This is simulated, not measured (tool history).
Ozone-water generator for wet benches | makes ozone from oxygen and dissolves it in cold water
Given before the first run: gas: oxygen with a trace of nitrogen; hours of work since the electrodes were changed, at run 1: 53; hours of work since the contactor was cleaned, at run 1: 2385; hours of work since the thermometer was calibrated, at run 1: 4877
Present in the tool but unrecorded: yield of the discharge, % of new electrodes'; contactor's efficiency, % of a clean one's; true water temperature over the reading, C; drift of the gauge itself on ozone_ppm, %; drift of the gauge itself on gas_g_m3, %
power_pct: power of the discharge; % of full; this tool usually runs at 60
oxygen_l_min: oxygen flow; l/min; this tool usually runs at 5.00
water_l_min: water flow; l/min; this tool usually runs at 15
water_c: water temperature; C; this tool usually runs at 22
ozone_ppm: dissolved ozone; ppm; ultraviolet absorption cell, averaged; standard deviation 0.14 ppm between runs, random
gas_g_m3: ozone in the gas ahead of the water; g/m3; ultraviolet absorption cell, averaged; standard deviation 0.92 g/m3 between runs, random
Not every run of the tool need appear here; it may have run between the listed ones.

| run | day | power_pct | oxygen_l_min | water_l_min | water_c | hours of work since the electrodes were changed | hours of work since the contactor was cleaned | hours of work since the thermometer was calibrated | ozone_ppm | gas_g_m3 |
|---|---|---|---|---|---|---|---|---|---|---|
| 1 | 0.000 | 60 | 5.00 | 15 | 22 | 53 | 2385 | 4877 | 16.0 | 151.5 |
| 2 | 1.583 | 60 | 5.00 | 15 | 22 | 79 | 2411 | 4903 | 16.0 | 152.0 |
| 3 | 2.950 | 60 | 5.00 | 15 | 22 | 101 | 2433 | 4925 | 16.0 | 153.0 |
| 4 | 4.679 | 60 | 5.00 | 15 | 22 | 130 | 2462 | 4953 | 16.4 | 151.0 |
| 5 | 5.588 | 60 | 5.00 | 15 | 22 | 145 | 2476 | 4968 | 16.4 | 152.8 |
| 6 | 6.471 | 60 | 5.00 | 15 | 22 | 159 | 2491 | 4983 | 16.2 | 151.5 |
| 7 | 7.921 | 60 | 7.98 | 15 | 22 | 183 | 2515 | 5007 | 16.7 | 129.6 |
| 8 | 9.129 | 60 | 7.98 | 15 | 22 | 203 | 2535 | 5027 | 16.3 | 129.1 |
| 9 | 10.208 | 60 | 7.98 | 15 | 22 | 221 | 2552 | 5044 | 16.4 | 129.2 |
| 10 | 11.254 | 60 | 7.98 | 15 | 22 | 238 | 2570 | 5061 | 16.5 | 128.8 |
| 11 | 12.171 | 60 | 7.98 | 15 | 25 | 253 | 2585 | 5076 | 15.5 | 128.9 |
| 12 | 13.388 | 48 | 5.00 | 15 | 22 | 273 | 2605 | 5096 | 13.4 | 125.9 |
| 13 | 14.600 | 48 | 5.00 | 15 | 22 | 293 | 2624 | 5116 | 13.4 | 127.6 |
| 14 | 15.838 | 48 | 5.00 | 15 | 22 | 313 | 2645 | 5137 | 13.4 | 127.3 |
| 15 | 17.262 | 60 | 8.27 | 15 | 22 | 337 | 2668 | 5160 | 16.6 | 126.5 |
| 16 | 18.688 | 60 | 8.27 | 15 | 22 | 360 | 2692 | 5183 | 16.6 | 127.7 |
| 17 | 20.229 | 60 | 8.27 | 15 | 22 | 385 | 2717 | 5209 | 16.5 | 127.3 |
| 18 | 21.100 | 75 | 8.27 | 15 | 18 | 400 | 2731 | 5223 | 21.8 | 152.7 |
| 19 | 22.875 | 75 | 8.27 | 15 | 18 | 429 | 2760 | 5252 | 21.1 | 153.0 |
| 20 | 24.217 | 75 | 8.27 | 15 | 18 | 451 | 2782 | 5274 | 21.1 | 151.0 |
| 21 | 25.033 | 60 | 3.16 | 15 | 21 | 464 | 2796 | 5288 | 15.1 | 178.8 |
| 22 | 26.117 | 60 | 3.16 | 15 | 21 | 482 | 2814 | 5305 | 15.1 | 179.2 |
| 23 | 26.929 | 70 | 5.00 | 15 | 17 | 495 | 2827 | 5319 | 19.6 | 172.4 |
| 24 | 27.958 | 70 | 5.00 | 15 | 18 | 512 | 2844 | 5336 | 19.5 | 172.1 |
| 25 | 28.867 | 76 | 5.00 | 22 | 18 | 527 | 2859 | 5351 | 15.6 | 184.4 |
| 26 | 30.358 | 53 | 7.81 | 21 | 22 | 552 | 2883 | 5375 | 12.1 | 116.8 |
| 27 | 31.488 | 53 | 7.81 | 21 | 22 | 570 | 2902 | 5394 | 12.2 | 116.3 |
| 28 | 32.296 | 60 | 4.57 | 10 | 24 | 583 | 2915 | 5407 | 19.3 | 155.9 |
| 29 | 33.229 | 60 | 4.57 | 10 | 28 | 599 | 2930 | 5422 | 17.8 | 155.8 |
| 30 | 34.054 | 60 | 7.45 | 10 | 28 | 612 | 2944 | 5436 | 16.9 | 132.0 |
| 31 | 35.850 | 60 | 5.65 | 21 | 22 | 642 | 2973 | 5465 | 12.8 | 145.2 |
| 32 | 36.700 | 42 | 5.00 | 14 | 22 | 656 | 2987 | 5479 | 12.5 | 114.2 |

The logged runs with the hidden state left out (each run's random variation unchanged):
| run | ozone_ppm | gas_g_m3 |
|---|---|---|
| 1 | 16.7 | 152.5 |
| 2 | 16.7 | 153.0 |
| 3 | 16.7 | 154.1 |
| 4 | 17.1 | 152.1 |
| 5 | 17.2 | 153.9 |
| 6 | 17.0 | 152.7 |
| 7 | 17.5 | 130.7 |
| 8 | 17.1 | 130.2 |
| 9 | 17.3 | 130.3 |
| 10 | 17.3 | 130.0 |
| 11 | 16.3 | 130.2 |
| 12 | 14.0 | 126.9 |
| 13 | 14.0 | 128.7 |
| 14 | 14.0 | 128.4 |
| 15 | 17.5 | 127.9 |
| 16 | 17.5 | 129.2 |
| 17 | 17.4 | 128.9 |
| 18 | 23.0 | 155.0 |
| 19 | 22.4 | 155.3 |
| 20 | 22.4 | 153.4 |
| 21 | 16.0 | 181.2 |
| 22 | 16.0 | 181.6 |
| 23 | 20.8 | 175.1 |
| 24 | 20.7 | 174.9 |
| 25 | 16.7 | 187.7 |
| 26 | 12.9 | 118.3 |
| 27 | 13.0 | 117.9 |
| 28 | 20.4 | 158.3 |
| 29 | 18.9 | 158.3 |
| 30 | 17.9 | 134.2 |
| 31 | 13.7 | 147.6 |
| 32 | 13.2 | 115.5 |

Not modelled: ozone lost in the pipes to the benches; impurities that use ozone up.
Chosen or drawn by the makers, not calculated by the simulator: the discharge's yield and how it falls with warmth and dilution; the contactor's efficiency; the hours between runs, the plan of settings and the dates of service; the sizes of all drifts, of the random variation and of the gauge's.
